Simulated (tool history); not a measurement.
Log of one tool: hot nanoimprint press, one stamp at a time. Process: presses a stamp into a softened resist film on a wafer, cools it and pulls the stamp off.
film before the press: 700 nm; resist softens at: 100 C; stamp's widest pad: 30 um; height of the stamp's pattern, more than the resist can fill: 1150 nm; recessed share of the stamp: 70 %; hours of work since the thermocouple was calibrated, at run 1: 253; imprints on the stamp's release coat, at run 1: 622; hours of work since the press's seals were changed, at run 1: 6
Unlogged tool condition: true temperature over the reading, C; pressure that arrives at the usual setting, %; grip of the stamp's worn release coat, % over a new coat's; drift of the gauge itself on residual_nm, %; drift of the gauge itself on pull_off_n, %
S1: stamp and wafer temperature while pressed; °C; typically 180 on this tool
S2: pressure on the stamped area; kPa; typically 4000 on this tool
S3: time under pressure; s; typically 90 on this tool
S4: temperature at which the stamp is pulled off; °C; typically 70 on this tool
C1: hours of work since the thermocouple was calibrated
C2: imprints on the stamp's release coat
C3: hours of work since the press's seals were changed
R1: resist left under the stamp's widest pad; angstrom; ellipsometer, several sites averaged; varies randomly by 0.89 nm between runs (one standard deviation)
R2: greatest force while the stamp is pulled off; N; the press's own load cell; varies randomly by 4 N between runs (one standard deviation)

run,hour,S1,S2,S3,S4,C1,C2,C3,R1,R2
1,0,180,4000,90,70,253,622,6,2853,213
2,11.3,180,4000,90,70,260,658,13,2862,221
3,20.8,180,4000,90,70,266,688,20,2861,224
4,31.6,180,4000,90,70,273,723,26,2851,221
5,41.4,180,4000,90,70,279,754,33,2868,220
6,51.7,180,4000,90,70,286,787,39,2862,226
7,56.4,180,4000,90,70,289,802,42,2844,231
8,67.5,180,4000,90,70,296,838,50,2853,225
9,74.1,180,4000,94,70,300,859,54,2808,224
10,79.3,180,4000,94,70,304,875,57,2799,231
11,88.3,180,3000,90,70,309,904,63,3358,237
12,93.5,180,3000,90,70,313,921,66,3369,229
13,98.9,180,3000,90,70,316,938,70,3347,226
14,109,184,3000,72,70,323,970,76,3165,234
15,116.3,180,4770,90,69,327,994,81,2559,230
16,127,178,4020,81,66,334,1028,88,3121,250
17,133.2,178,4020,81,66,338,1048,92,3134,258
18,143.9,178,3680,81,61,345,1082,99,3304,273

Consider 5 possible next runs. They are alternatives, not a sequence: every one starts from the tool as it was left by run 18. What does each give?
A,148.9,180,2850,48,61,348,1098,102,?,?
B,148.9,178,3680,119,61,348,1098,102,?,?
C,148.9,178,4420,81,61,348,1098,102,?,?
D,148.9,174,3680,80,61,348,1098,102,?,?
E,148.9,173,6040,155,70,348,1098,102,?,?

run,R1,R2
A,4127,263
B,2906,270
C,2960,281
D,3793,267
E,2387,236
What these runs would have given with no unlogged condition in the tool:
run,R1,R2
A,4333,210
B,3086,216
C,3141,224
D,4016,213
E,2551,189
